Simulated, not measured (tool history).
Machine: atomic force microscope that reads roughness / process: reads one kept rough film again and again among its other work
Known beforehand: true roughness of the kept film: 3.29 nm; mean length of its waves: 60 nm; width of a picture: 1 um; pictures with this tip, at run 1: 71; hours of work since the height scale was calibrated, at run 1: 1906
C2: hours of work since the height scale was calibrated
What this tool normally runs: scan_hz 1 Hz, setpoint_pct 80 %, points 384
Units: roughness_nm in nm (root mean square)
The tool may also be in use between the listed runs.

Run 1, day 0: usual settings; pictures with this tip 71; C2 1906. Result: roughness_nm 3.045 nm (root mean square).
Run 2, day 2.604: usual settings; pictures with this tip 161; C2 1953. Result: roughness_nm 3.016 nm (root mean square).
Run 3, day 4.162: usual settings; pictures with this tip 215; C2 1981. Result: roughness_nm 3.012 nm (root mean square).
Run 4, day 5.696: usual settings; pictures with this tip 268; C2 2009. Result: roughness_nm 2.997 nm (root mean square).
At day 7.112: new tip fitted.
Run 5, day 7.517: usual settings; pictures with this tip 14; C2 2041. Result: roughness_nm 3.047 nm (root mean square).
Run 6, day 9.092: usual settings but points 330; pictures with this tip 69; C2 2069. Result: roughness_nm 3.03 nm (root mean square).
Run 7, day 10.925: usual settings but scan_hz 0.74 Hz; pictures with this tip 132; C2 2102. Result: roughness_nm 3.089 nm (root mean square).
Run 8, day 13.071: usual settings but scan_hz 0.74 Hz; pictures with this tip 206; C2 2141. Result: roughness_nm 3.075 nm (root mean square).
Run 9, day 15.904: usual settings but scan_hz 0.74 Hz; pictures with this tip 304; C2 2192. Result: roughness_nm 3.042 nm (root mean square).
At day 16.208: new tip fitted.
Run 10, day 18.492: usual settings but scan_hz 0.74 Hz, points 376; pictures with this tip 79; C2 2238. Result: roughness_nm 3.11 nm (root mean square).
At day 19.304: height scale calibrated on a step standard.
Run 11, day 20.154: usual settings but scan_hz 0.74 Hz, points 376; pictures with this tip 135; C2 15. Result: roughness_nm 3.119 nm (root mean square).
Run 12, day 21.538: usual settings but setpoint_pct 71 %; pictures with this tip 183; C2 40. Result: roughness_nm 3.138 nm (root mean square).
Run 13, day 23.229: usual settings but setpoint_pct 71 %; pictures with this tip 241; C2 70. Result: roughness_nm 3.122 nm (root mean square).
Run 14, day 25.242: usual settings but setpoint_pct 71 %; pictures with this tip 311; C2 107. Result: roughness_nm 3.113 nm (root mean square).
At day 25.496: new tip fitted.
At day 26.438: height scale calibrated on a step standard, once more.
Run 15, day 26.475: usual settings but points 317; pictures with this tip 33; C2 1. Result: roughness_nm 2.98 nm (root mean square).
Run 16, day 27.633: usual settings but setpoint_pct 62 %; pictures with this tip 73; C2 21. Result: roughness_nm 3.117 nm (root mean square).
Run 17, day 29.938: usual settings but scan_hz 1.27 Hz, setpoint_pct 62 %; pictures with this tip 152; C2 63. Result: roughness_nm 3.083 nm (root mean square).
Run 18, day 31.479: usual settings but scan_hz 1.27 Hz, setpoint_pct 62 %; pictures with this tip 206; C2 91. Result: roughness_nm 3.09 nm (root mean square).
Run 19, day 33.988: usual settings but scan_hz 1.27 Hz, setpoint_pct 62 %; pictures with this tip 292; C2 136. Result: roughness_nm 3.068 nm (root mean square).
At day 34.729: new tip fitted.
Run 20, day 36.725: usual settings but scan_hz 1.27 Hz, setpoint_pct 62 %; pictures with this tip 69; C2 184. Result: roughness_nm 3.115 nm (root mean square).
Run 21, day 37.954: usual settings; pictures with this tip 112; C2 207. Result: roughness_nm 2.975 nm (root mean square).
Run 22, day 40.683: usual settings but setpoint_pct 66 %; pictures with this tip 206; C2 256. Result: roughness_nm 3.079 nm (root mean square).
Run 23, day 41.971: usual settings but scan_hz 0.52 Hz, setpoint_pct 66 %; pictures with this tip 251; C2 279. Result: roughness_nm 3.125 nm (root mean square).
At day 43.867: new tip fitted.
Run 24, day 44.283: usual settings but scan_hz 1.92 Hz, setpoint_pct 70 %, points 378; pictures with this tip 14; C2 320. Result: roughness_nm 2.983 nm (root mean square).
Run 25, day 45.446: usual settings but scan_hz 2.72 Hz, setpoint_pct 70 %, points 298; pictures with this tip 54; C2 341. Result: roughness_nm 2.865 nm (root mean square).
Run 26, day 46.908: usual settings but scan_hz 2.72 Hz, setpoint_pct 69 %, points 900; pictures with this tip 105; C2 367. Result: roughness_nm 2.874 nm (root mean square).
Run 27, day 49.396: usual settings but scan_hz 0.52 Hz; pictures with this tip 191; C2 412. Result: roughness_nm 3.065 nm (root mean square).
Run 28, day 50.588: usual settings but scan_hz 2.03 Hz, setpoint_pct 77 %, points 516; pictures with this tip 232; C2 433. Result: roughness_nm 2.808 nm (root mean square).
At day 52.95: new tip fitted.
Run 29, day 53.467: usual settings but scan_hz 2.03 Hz, setpoint_pct 77 %, points 516; pictures with this tip 18; C2 484. Result: roughness_nm 2.84 nm (root mean square).
Run 30, day 55.046: usual settings but scan_hz 1.07 Hz, setpoint_pct 58 %, points 873; pictures with this tip 73; C2 513. Result: roughness_nm 3.162 nm (root mean square).
Run 31, day 56.471: usual settings but scan_hz 2.01 Hz, setpoint_pct 58 %, points 532; pictures with this tip 122; C2 538. Result: roughness_nm 3.086 nm (root mean square).
Run 32, day 57.821: usual settings but scan_hz 0.52 Hz, setpoint_pct 69 %, points 624; pictures with this tip 169; C2 563. Result: roughness_nm 3.149 nm (root mean square).
Run 33, day 60.558: usual settings but scan_hz 0.52 Hz, setpoint_pct 62 %, points 980; pictures with this tip 263; C2 612. Result: roughness_nm 3.147 nm (root mean square).
At day 62.038: new tip fitted.
Run 34, day 62.038: usual settings but scan_hz 0.7 Hz, setpoint_pct 62 %, points 921; pictures with this tip 0; C2 638. Result: roughness_nm 3.191 nm (root mean square).
Run 35, day 64.45: usual settings but scan_hz 0.58 Hz, setpoint_pct 81 %, points 849; pictures with this tip 83; C2 681. Result: roughness_nm 3.076 nm (root mean square).
Run 36, day 65.808: usual settings but scan_hz 0.95 Hz, setpoint_pct 59 %, points 765; pictures with this tip 130; C2 706. Result: roughness_nm 3.171 nm (root mean square).
Run 37, day 67.162: usual settings but scan_hz 0.95 Hz, setpoint_pct 59 %, points 765; pictures with this tip 177; C2 730. Result: roughness_nm 3.157 nm (root mean square).
Run 38, day 69.362: usual settings but scan_hz 0.95 Hz, setpoint_pct 59 %, points 765; pictures with this tip 253; C2 770. Result: roughness_nm 3.128 nm (root mean square).
Run 39, day 70.533: usual settings but scan_hz 0.95 Hz, setpoint_pct 56 %, points 765; pictures with this tip 294; C2 791. Result: roughness_nm 3.128 nm (root mean square).
At day 71.104: new tip fitted.
Run 40, day 72.842: usual settings but scan_hz 0.98 Hz, points 304; pictures with this tip 60; C2 832. Result: roughness_nm 3.024 nm (root mean square).
Run 41, day 75.412: usual settings but scan_hz 3.62 Hz, setpoint_pct 77 %, points 502; pictures with this tip 149; C2 878. Result: roughness_nm 2.592 nm (root mean square).
Run 42, day 76.925: usual settings but scan_hz 3.62 Hz, setpoint_pct 77 %, points 502; pictures with this tip 201; C2 905. Result: roughness_nm 2.568 nm (root mean square).
Run 43, day 78.142: usual settings but scan_hz 2.83 Hz, setpoint_pct 85 %, points 519; pictures with this tip 243; C2 927. Result: roughness_nm 2.493 nm (root mean square).

Branching from run 43: 4 alternative next runs. What would each branch give?
At day 80.412: new tip fitted.
Run A, day 80.438: usual settings but scan_hz 2.83 Hz, setpoint_pct 84 %, points 519; pictures with this tip 1; C2 968. Result: roughness_nm ?.
At day 80.412: new tip fitted.
Run B, day 80.438: usual settings but scan_hz 2.65 Hz, setpoint_pct 88 %, points 823; pictures with this tip 1; C2 968. Result: roughness_nm ?.
At day 80.412: new tip fitted.
Run C, day 80.438: usual settings but scan_hz 2.83 Hz, setpoint_pct 85 %, points 363; pictures with this tip 1; C2 968. Result: roughness_nm ?.
At day 80.412: new tip fitted.
Run D, day 80.438: usual settings but scan_hz 2.46 Hz, setpoint_pct 85 %, points 519; pictures with this tip 1; C2 968. Result: roughness_nm ?.

run  roughness_nm
  A         2.555
  B           2.5
  C         2.518
  D         2.599
The same runs, with their run-to-run variation unchanged, on a tool lacking any hidden condition would have given:
run  roughness_nm
  A         2.526
  B         2.472
  C         2.489
  D         2.569
